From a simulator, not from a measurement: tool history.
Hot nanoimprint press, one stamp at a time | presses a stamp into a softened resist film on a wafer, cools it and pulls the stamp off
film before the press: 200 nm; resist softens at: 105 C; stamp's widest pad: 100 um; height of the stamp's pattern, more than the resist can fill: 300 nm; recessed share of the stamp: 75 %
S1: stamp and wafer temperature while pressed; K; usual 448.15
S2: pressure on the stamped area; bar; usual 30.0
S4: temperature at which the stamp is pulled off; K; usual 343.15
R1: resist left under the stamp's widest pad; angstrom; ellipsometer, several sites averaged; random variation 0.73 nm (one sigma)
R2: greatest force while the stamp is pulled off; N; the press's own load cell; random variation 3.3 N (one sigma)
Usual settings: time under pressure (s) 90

Run 1, hour 0.0: usual settings. Result: R1 905 angstrom, R2 187 N.
Run 2, hour 16.3: usual settings but S2 31.1 bar. Result: R1 916 angstrom, R2 194 N.
Run 3, hour 32.0: usual settings but S4 328.15 K. Result: R1 931 angstrom, R2 258 N.
Run 4, hour 55.0: usual settings but S1 451.15 K. Result: R1 842 angstrom, R2 195 N.
Run 5, hour 69.0: usual settings but S1 451.15 K, S4 340.15 K. Result: R1 823 angstrom, R2 215 N.
Run 6, hour 94.2: usual settings but S1 451.15 K, S4 340.15 K. Result: R1 836 angstrom, R2 207 N.
Run 7, hour 113.1: usual settings. Result: R1 922 angstrom, R2 199 N.
At hour 120.7: stamp cleaned and given a new release coat.
Run 8, hour 144.5: usual settings. Result: R1 935 angstrom, R2 176 N.
Run 9, hour 162.1: usual settings. Result: R1 932 angstrom, R2 181 N.
Run 10, hour 185.3: usual settings but S2 25.3 bar, time under pressure (s) 57. Result: R1 1165 angstrom, R2 180 N.
Run 11, hour 201.2: usual settings but S1 440.15 K, time under pressure (s) 134, S4 331.15 K. Result: R1 1100 angstrom, R2 226 N.
At hour 205.7: plate thermocouple calibrated.
Run 12, hour 224.9: usual settings but S1 440.15 K, S2 43.2 bar, time under pressure (s) 47, S4 346.15 K. Result: R1 1289 angstrom, R2 174 N.
Run 13, hour 237.3: usual settings but S1 454.15 K, S2 20.9 bar, time under pressure (s) 177, S4 341.15 K. Result: R1 718 angstrom, R2 191 N.
Run 14, hour 251.4: usual settings but S4 339.15 K. Result: R1 940 angstrom, R2 202 N.
Run 15, hour 264.8: usual settings but S4 339.15 K. Result: R1 948 angstrom, R2 199 N.
Run 16, hour 287.4: usual settings but S1 453.15 K, S2 25.5 bar. Result: R1 857 angstrom, R2 193 N.
At hour 300.3: plate thermocouple calibrated, once more.
Run 17, hour 305.6: usual settings but S1 453.15 K, S2 25.5 bar. Result: R1 843 angstrom, R2 183 N.

Forecast each of these 3 alternatives for the next run:
Run A, hour 318.1: usual settings but S1 443.15 K, S2 25.5 bar, time under pressure (s) 52, S4 336.15 K. Result: R1 ?, R2 ?.
Run B, hour 318.1: usual settings but S1 453.15 K, S2 40.5 bar, time under pressure (s) 108. Result: R1 ?, R2 ?.
Run C, hour 318.1: usual settings but S1 453.15 K, S2 25.5 bar, S4 329.15 K. Result: R1 ?, R2 ?.

run    R1   R2
  A  1366  215
  B   622  182
  C   837  250
Without the tool's hidden state the same runs would have given:
run    R1   R2
  A  1339  201
  B   591  170
  C   813  233

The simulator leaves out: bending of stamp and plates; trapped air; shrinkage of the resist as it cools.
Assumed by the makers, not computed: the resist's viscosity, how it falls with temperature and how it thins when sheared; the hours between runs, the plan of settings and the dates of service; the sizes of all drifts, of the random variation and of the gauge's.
